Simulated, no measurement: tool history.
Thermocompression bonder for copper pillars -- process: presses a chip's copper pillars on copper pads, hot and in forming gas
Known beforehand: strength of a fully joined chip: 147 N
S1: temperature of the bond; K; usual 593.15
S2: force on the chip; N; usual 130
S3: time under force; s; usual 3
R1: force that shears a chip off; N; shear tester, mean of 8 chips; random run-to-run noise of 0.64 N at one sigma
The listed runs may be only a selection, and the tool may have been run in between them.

run   hour      S1   S2  S3     R1
  1    0.0  593.15  130   3   92.5
  2   37.3  593.15  130   6  109.5
  3   54.2  593.15  130   3   91.5
  4   74.0  593.15  130   3   92.0
  5  103.2  593.15  130   3   92.2
  6  128.6  579.15  130   3   81.2
  7  156.4  579.15  122   3   77.1
  8  183.7  575.15  130   3   77.6
  9  223.4  593.15  130   8  114.0
 10  240.2  593.15  130   8  113.1
 11  277.6  593.15  130   8  112.6
 12  295.4  593.15  130   8  113.9
 13  323.8  593.15  137   3   90.3
 14  357.1  593.15  137   3   91.5
 15  387.7  593.15  130   3   92.3
 16  410.9  593.15  130   3   93.2
 17  427.1  593.15  130   3   91.9
 18  468.5  567.15  130   3   71.6
 19  489.4  604.15  130   9  124.6
 20  523.3  604.15  130   9  125.7
 21  554.0  604.15  130   9  124.6
 22  579.6  614.15  108   3   96.6
 23  598.8  587.15  111   3   77.9
 24  619.3  577.15  149   3   83.5
 25  650.3  600.15  106   3   85.3
 26  689.4  600.15  161   7  127.5
 27  725.0  565.15  130   2   66.3
 28  751.4  565.15  130   2   64.9
 29  788.6  565.15  130   2   65.1
 30  824.0  565.15  138   7   98.7
 31  861.6  565.15   85   7   78.8
 32  882.4  581.15  147   2   79.1
 33  909.8  593.15   95   4   88.4

Not shown here: 3 entries made in the log between runs. Locate each between two listed runs and compare the hidden state at the listed run before it with the hidden state at the listed run after it:
In the gap between runs 14 and 15: forming gas filter changed (hour 387.0)
  true temperature of the bond over the reading, C: -7.2 -> -7.4; force that reaches the chip, % of what is set: 96.1 -> 96; oxide that the forming gas leaves, % of the face: 5.47 -> 0.54
  measured result minus the result with no hidden state, R1: -11.9 -> -7.0 N
In the gap between runs 17 and 18: heater calibrated with a thermocouple chip (hour 431.4)
  true temperature of the bond over the reading, C: -7.5 -> -9.6; force that reaches the chip, % of what is set: 95.9 -> 95.8; oxide that the forming gas leaves, % of the face: 0.81 -> 1.06
  measured result minus the result with no hidden state, R1: -7.5 -> -9.6 N
In the gap between runs 25 and 26: heater calibrated with a thermocouple chip, once more (hour 671.6)
  true temperature of the bond over the reading, C: -10.3 -> 0.3; force that reaches the chip, % of what is set: 95.3 -> 95.2; oxide that the forming gas leaves, % of the face: 2.24 -> 2.48
  measured result minus the result with no hidden state, R1: -10.9 -> -3.7 N
